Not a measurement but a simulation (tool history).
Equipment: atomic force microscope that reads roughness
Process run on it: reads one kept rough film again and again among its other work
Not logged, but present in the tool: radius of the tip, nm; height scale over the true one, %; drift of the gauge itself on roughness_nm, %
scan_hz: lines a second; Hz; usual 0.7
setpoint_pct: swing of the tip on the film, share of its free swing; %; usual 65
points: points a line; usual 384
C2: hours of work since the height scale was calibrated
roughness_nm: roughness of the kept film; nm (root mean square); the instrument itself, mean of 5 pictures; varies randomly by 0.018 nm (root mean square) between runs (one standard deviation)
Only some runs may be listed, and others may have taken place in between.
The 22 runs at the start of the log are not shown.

{"run": 23, "day": 16.975, "scan_hz": 1.307, "setpoint_pct": 65, "points": 384, "pictures with this tip": 31, "C2": 49, "roughness_nm": 3.516}
{"run": 24, "day": 17.467, "scan_hz": 1.307, "setpoint_pct": 65, "points": 384, "pictures with this tip": 41, "C2": 54, "roughness_nm": 3.371}
{"run": 25, "day": 18.217, "scan_hz": 0.624, "setpoint_pct": 61, "points": 384, "pictures with this tip": 56, "C2": 61, "roughness_nm": 3.254}
{"day": 18.725, "done": "new tip fitted"}
{"run": 26, "day": 19.175, "scan_hz": 0.56, "setpoint_pct": 75, "points": 460, "pictures with this tip": 9, "C2": 71, "roughness_nm": 4.139}
{"run": 27, "day": 20.233, "scan_hz": 2.526, "setpoint_pct": 75, "points": 460, "pictures with this tip": 31, "C2": 81, "roughness_nm": 3.159}
{"run": 28, "day": 21.05, "scan_hz": 2.526, "setpoint_pct": 75, "points": 460, "pictures with this tip": 47, "C2": 89, "roughness_nm": 2.918}
{"run": 29, "day": 21.871, "scan_hz": 0.7, "setpoint_pct": 80, "points": 351, "pictures with this tip": 63, "C2": 97, "roughness_nm": 3.012}
{"day": 21.979, "done": "new tip fitted"}
{"run": 30, "day": 22.896, "scan_hz": 0.792, "setpoint_pct": 65, "points": 637, "pictures with this tip": 18, "C2": 106, "roughness_nm": 3.965}
{"run": 31, "day": 23.621, "scan_hz": 1.384, "setpoint_pct": 68, "points": 389, "pictures with this tip": 33, "C2": 113, "roughness_nm": 3.419}
{"run": 32, "day": 24.542, "scan_hz": 1.46, "setpoint_pct": 57, "points": 784, "pictures with this tip": 51, "C2": 122, "roughness_nm": 3.256}

5 ways to go on from here, each from the tool as it stands after run 32. What would each give?
{"day": 25.267, "done": "new tip fitted"}
{"run": "A", "day": 25.383, "scan_hz": 1.46, "setpoint_pct": 67, "points": 784, "pictures with this tip": 3, "C2": 130, "roughness_nm": "?"}
{"day": 25.267, "done": "new tip fitted"}
{"run": "B", "day": 25.383, "scan_hz": 1.46, "setpoint_pct": 77, "points": 488, "pictures with this tip": 3, "C2": 130, "roughness_nm": "?"}
{"day": 25.267, "done": "new tip fitted"}
{"run": "C", "day": 25.383, "scan_hz": 0.953, "setpoint_pct": 79, "points": 882, "pictures with this tip": 3, "C2": 130, "roughness_nm": "?"}
{"day": 25.267, "done": "new tip fitted"}
{"run": "D", "day": 25.383, "scan_hz": 0.7, "setpoint_pct": 81, "points": 384, "pictures with this tip": 3, "C2": 130, "roughness_nm": "?"}
{"day": 25.267, "done": "new tip fitted"}
{"run": "E", "day": 25.383, "scan_hz": 2.975, "setpoint_pct": 57, "points": 387, "pictures with this tip": 3, "C2": 130, "roughness_nm": "?"}

run=A roughness_nm=4.197
run=B roughness_nm=3.992
run=C roughness_nm=4.111
run=D roughness_nm=4.184
run=E roughness_nm=4.154
Stripped of hidden state, with their random variation kept, the same runs would have yielded:
run=A roughness_nm=4.304
run=B roughness_nm=4.094
run=C roughness_nm=4.216
run=D roughness_nm=4.291
run=E roughness_nm=4.26
